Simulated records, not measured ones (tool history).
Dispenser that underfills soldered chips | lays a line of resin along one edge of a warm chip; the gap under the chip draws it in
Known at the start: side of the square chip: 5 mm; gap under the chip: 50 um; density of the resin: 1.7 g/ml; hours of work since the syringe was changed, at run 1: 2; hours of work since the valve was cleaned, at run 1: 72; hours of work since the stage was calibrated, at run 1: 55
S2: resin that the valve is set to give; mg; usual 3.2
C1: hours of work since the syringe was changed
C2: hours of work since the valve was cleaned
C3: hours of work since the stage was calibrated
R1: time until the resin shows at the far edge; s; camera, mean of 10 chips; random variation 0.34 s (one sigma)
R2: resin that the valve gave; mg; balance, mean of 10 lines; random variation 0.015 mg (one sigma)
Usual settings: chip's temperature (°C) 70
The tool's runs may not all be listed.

run 1 day=0 | chip's_temperature_(°C)=70 S2=3.2 | C1=2 C2=72 C3=55 | R1=16.9 R2=3.01
-- day=0.346 new syringe of resin
run 2 day=0.45 | chip's_temperature_(°C)=70 S2=3.2 | C1=1 C2=79 C3=61 | R1=16.8 R2=3.01
run 3 day=0.679 | chip's_temperature_(°C)=70 S2=3.2 | C1=5 C2=82 C3=65 | R1=19.2 R2=2.98
-- day=0.829 new syringe of resin
run 4 day=1.083 | chip's_temperature_(°C)=70 S2=3.2 | C1=4 C2=88 C3=71 | R1=18.4 R2=2.99
-- day=1.308 new syringe of resin
run 5 day=1.629 | chip's_temperature_(°C)=74 S2=3.2 | C1=5 C2=96 C3=78 | R1=15.2 R2=2.97
-- day=1.804 new syringe of resin
run 6 day=2.104 | chip's_temperature_(°C)=77 S2=3.2 | C1=4 C2=103 C3=85 | R1=13.1 R2=2.94
-- day=2.275 new syringe of resin
run 7 day=2.617 | chip's_temperature_(°C)=70 S2=3.2 | C1=5 C2=110 C3=93 | R1=19.1 R2=2.93
-- day=2.758 new syringe of resin
run 8 day=3.075 | chip's_temperature_(°C)=59 S2=3.2 | C1=5 C2=117 C3=99 | R1=36.7 R2=2.92
-- day=3.238 new syringe of resin
run 9 day=3.604 | chip's_temperature_(°C)=59 S2=3.2 | C1=5 C2=124 C3=107 | R1=36.4 R2=2.9
-- day=3.692 dispensing valve cleaned and set on the balance
-- day=3.767 new syringe of resin
run 10 day=4.2 | chip's_temperature_(°C)=66 S2=3.2 | C1=6 C2=7 C3=115 | R1=24.5 R2=3.21
-- day=4.258 new syringe of resin
run 11 day=4.646 | chip's_temperature_(°C)=66 S2=3.03 | C1=6 C2=14 C3=121 | R1=25.9 R2=2.99
-- day=4.754 new syringe of resin
run 12 day=4.942 | chip's_temperature_(°C)=81 S2=3.57 | C1=3 C2=18 C3=126 | R1=10 R2=3.54
-- day=5.25 new syringe of resin
run 13 day=5.425 | chip's_temperature_(°C)=63 S2=3.71 | C1=3 C2=25 C3=133 | R1=25.2 R2=3.66
-- day=5.75 new syringe of resin
run 14 day=5.858 | chip's_temperature_(°C)=77 S2=3.83 | C1=2 C2=31 C3=139 | R1=11.9 R2=3.76
-- day=6.238 new syringe of resin
run 15 day=6.388 | chip's_temperature_(°C)=77 S2=3.83 | C1=2 C2=39 C3=146 | R1=11.9 R2=3.72
-- day=6.733 new syringe of resin
run 16 day=6.825 | chip's_temperature_(°C)=77 S2=3.83 | C1=1 C2=45 C3=153 | R1=11.3 R2=3.7
run 17 day=7.125 | chip's_temperature_(°C)=69 S2=3.2 | C1=6 C2=50 C3=157 | R1=20.3 R2=3.08
-- day=7.208 new syringe of resin
run 18 day=7.392 | chip's_temperature_(°C)=62 S2=2.74 | C1=3 C2=53 C3=161 | R1=29.2 R2=2.64
-- day=7.692 new syringe of resin
run 19 day=7.858 | chip's_temperature_(°C)=62 S2=2.74 | C1=2 C2=60 C3=168 | R1=27.9 R2=2.58

5 ways to go on from here, each from the tool as it stands after run 19. What would each give?
run A day=8.129 | chip's_temperature_(°C)=57 S2=3 | C1=6 C2=64 C3=172 | R1=? R2=?
run B day=8.129 | chip's_temperature_(°C)=71 S2=3.2 | C1=6 C2=64 C3=172 | R1=? R2=?
run C day=8.129 | chip's_temperature_(°C)=71 S2=3.6 | C1=6 C2=64 C3=172 | R1=? R2=?
run D day=8.129 | chip's_temperature_(°C)=83 S2=3.2 | C1=6 C2=64 C3=172 | R1=? R2=?
run E day=8.129 | chip's_temperature_(°C)=56 S2=2.74 | C1=6 C2=64 C3=172 | R1=? R2=?

run=A R1=43.3 R2=2.87
run=B R1=18.9 R2=3.03
run=C R1=18.8 R2=3.41
run=D R1=10.2 R2=3.03
run=E R1=46.8 R2=2.61
Without the tool's hidden state the same runs would have given:
run=A R1=33.9 R2=3.02
run=B R1=14.8 R2=3.18
run=C R1=14.9 R2=3.58
run=D R1=8 R2=3.19
run=E R1=36.5 R2=2.74

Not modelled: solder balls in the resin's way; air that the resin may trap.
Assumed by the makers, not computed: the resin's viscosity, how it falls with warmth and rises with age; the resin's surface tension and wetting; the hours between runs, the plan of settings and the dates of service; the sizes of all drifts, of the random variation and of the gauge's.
